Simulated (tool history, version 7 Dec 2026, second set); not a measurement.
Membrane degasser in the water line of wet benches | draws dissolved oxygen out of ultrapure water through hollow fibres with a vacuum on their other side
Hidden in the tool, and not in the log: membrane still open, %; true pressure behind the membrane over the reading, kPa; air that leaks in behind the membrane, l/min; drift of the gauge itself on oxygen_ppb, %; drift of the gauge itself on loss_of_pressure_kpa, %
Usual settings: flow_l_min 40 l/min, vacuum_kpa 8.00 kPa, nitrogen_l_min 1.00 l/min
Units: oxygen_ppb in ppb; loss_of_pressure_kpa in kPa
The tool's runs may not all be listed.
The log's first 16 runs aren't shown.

run	hour	flow_l_min	vacuum_kpa	nitrogen_l_min	hours since the membrane was changed	hours since the vacuum gauge was calibrated	hours since the vacuum lines were made tight	oxygen_ppb	loss_of_pressure_kpa
17	2068.5	33	8.00	1.00	7210	3458	4111	321.0	55.43
18	2224.1	26	8.79	0.94	7366	3613	4266	321.4	43.82
19	2319.4	26	6.49	2.98	7461	3709	4362	69.7	44.48
20	2446.2	26	6.49	2.98	7588	3835	4488	68.6	43.81
21	2526.8	49	5.20	0.76	7669	3916	4569	234.9	82.49
22	2648.4	49	5.20	0.76	7790	4037	4691	234.8	82.48
23	2726.7	40	12.27	2.77	7869	4116	4769	299.6	68.07
24	2891.3	60	12.18	0.57	8033	4280	4933	1294.5	101.42
25	3061.0	40	18.74	0.41	8203	4450	5103	1956.3	68.22
# hour 3128.8: vacuum gauge calibrated
26	3141.3	40	8.00	2.40	8283	13	5183	180.9	67.76
27	3219.6	51	14.53	0.43	8361	91	5261	1694.2	86.21
28	3369.1	40	19.26	1.04	8510	240	5411	1111.5	67.81
29	3534.7	51	13.02	0.50	8676	406	5576	1359.8	86.51
30	3640.0	40	5.88	0.64	8781	511	5682	295.7	67.62
31	3723.4	33	10.41	2.00	8865	595	5765	264.2	56.01
32	3881.7	52	7.63	0.54	9023	753	5923	640.1	88.15

Forecast each of these 4 alternatives for the next run:
A	3998.3	37	8.47	1.64	9140	870	6040	?	?
B	3998.3	40	8.00	1.02	9140	870	6040	?	?
C	3998.3	35	7.63	1.03	9140	870	6040	?	?
D	3998.3	25	8.00	1.91	9140	870	6040	?	?

run	oxygen_ppb	loss_of_pressure_kpa
A	257.3	62.57
B	369.6	67.86
C	302.8	59.56
D	145.3	42.37
Without the tool's hidden state the same runs would have given:
run	oxygen_ppb	loss_of_pressure_kpa
A	257.0	61.36
B	369.2	66.55
C	302.5	58.40
D	145.0	41.56

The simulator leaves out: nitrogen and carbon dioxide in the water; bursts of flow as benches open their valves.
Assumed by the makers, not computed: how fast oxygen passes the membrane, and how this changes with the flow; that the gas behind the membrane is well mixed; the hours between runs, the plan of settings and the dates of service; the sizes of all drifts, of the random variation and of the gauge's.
